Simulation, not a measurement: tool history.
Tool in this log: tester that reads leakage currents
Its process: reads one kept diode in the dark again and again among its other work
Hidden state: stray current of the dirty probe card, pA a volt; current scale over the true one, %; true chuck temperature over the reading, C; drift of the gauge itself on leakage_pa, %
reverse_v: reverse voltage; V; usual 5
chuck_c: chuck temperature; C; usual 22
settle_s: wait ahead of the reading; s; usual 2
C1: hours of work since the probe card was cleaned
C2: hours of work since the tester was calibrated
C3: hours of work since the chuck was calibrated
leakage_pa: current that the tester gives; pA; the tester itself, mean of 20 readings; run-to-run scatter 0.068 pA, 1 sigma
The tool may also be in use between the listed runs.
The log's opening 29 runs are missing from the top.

{"hour": 4520.7, "done": "chuck's temperature calibrated"}
{"run": 30, "hour": 4632.5, "reverse_v": 18.49, "chuck_c": 27, "settle_s": 0.64, "C1": 233, "C2": 4916, "C3": 64, "leakage_pa": 51.49}
{"run": 31, "hour": 4753.5, "reverse_v": 10.1, "chuck_c": 21, "settle_s": 0.46, "C1": 302, "C2": 4985, "C3": 132, "leakage_pa": 21.82}
{"run": 32, "hour": 4945.3, "reverse_v": 5.68, "chuck_c": 34, "settle_s": 2.12, "C1": 411, "C2": 5094, "C3": 241, "leakage_pa": 49.51}
{"run": 33, "hour": 5063.0, "reverse_v": 5, "chuck_c": 35, "settle_s": 2, "C1": 478, "C2": 5161, "C3": 308, "leakage_pa": 51.05}
{"run": 34, "hour": 5286.2, "reverse_v": 6.37, "chuck_c": 22, "settle_s": 7.8, "C1": 605, "C2": 5287, "C3": 435, "leakage_pa": 17.66}
{"hour": 5350.8, "done": "tester calibrated"}
{"run": 35, "hour": 5510.2, "reverse_v": 8.36, "chuck_c": 33, "settle_s": 8.04, "C1": 731, "C2": 91, "C3": 561, "leakage_pa": 55.92}
{"run": 36, "hour": 5656.4, "reverse_v": 8.36, "chuck_c": 33, "settle_s": 8.04, "C1": 814, "C2": 174, "C3": 644, "leakage_pa": 56.06}
{"run": 37, "hour": 5846.1, "reverse_v": 8.36, "chuck_c": 54, "settle_s": 8.04, "C1": 922, "C2": 281, "C3": 752, "leakage_pa": 322.78}
{"run": 38, "hour": 6027.6, "reverse_v": 1.5, "chuck_c": 58, "settle_s": 7.09, "C1": 1025, "C2": 385, "C3": 855, "leakage_pa": 174.27}
{"run": 39, "hour": 6177.3, "reverse_v": 11.59, "chuck_c": 20, "settle_s": 1.39, "C1": 1110, "C2": 470, "C3": 940, "leakage_pa": 20.61}

Forecast each of these 3 alternatives for the next run:
{"run": "A", "hour": 6325.6, "reverse_v": 5, "chuck_c": 25, "settle_s": 2, "C1": 1194, "C2": 554, "C3": 1025, "leakage_pa": "?"}
{"run": "B", "hour": 6325.6, "reverse_v": 5, "chuck_c": 33, "settle_s": 0.78, "C1": 1194, "C2": 554, "C3": 1025, "leakage_pa": "?"}
{"run": "C", "hour": 6325.6, "reverse_v": 7.01, "chuck_c": 30, "settle_s": 1.3, "C1": 1194, "C2": 554, "C3": 1025, "leakage_pa": "?"}

run=A leakage_pa=20.56
run=B leakage_pa=43.03
run=C leakage_pa=39.1
Stripped of hidden state, with their random variation kept, the same runs would have yielded:
run=A leakage_pa=20.55
run=B leakage_pa=43.01
run=C leakage_pa=39.08

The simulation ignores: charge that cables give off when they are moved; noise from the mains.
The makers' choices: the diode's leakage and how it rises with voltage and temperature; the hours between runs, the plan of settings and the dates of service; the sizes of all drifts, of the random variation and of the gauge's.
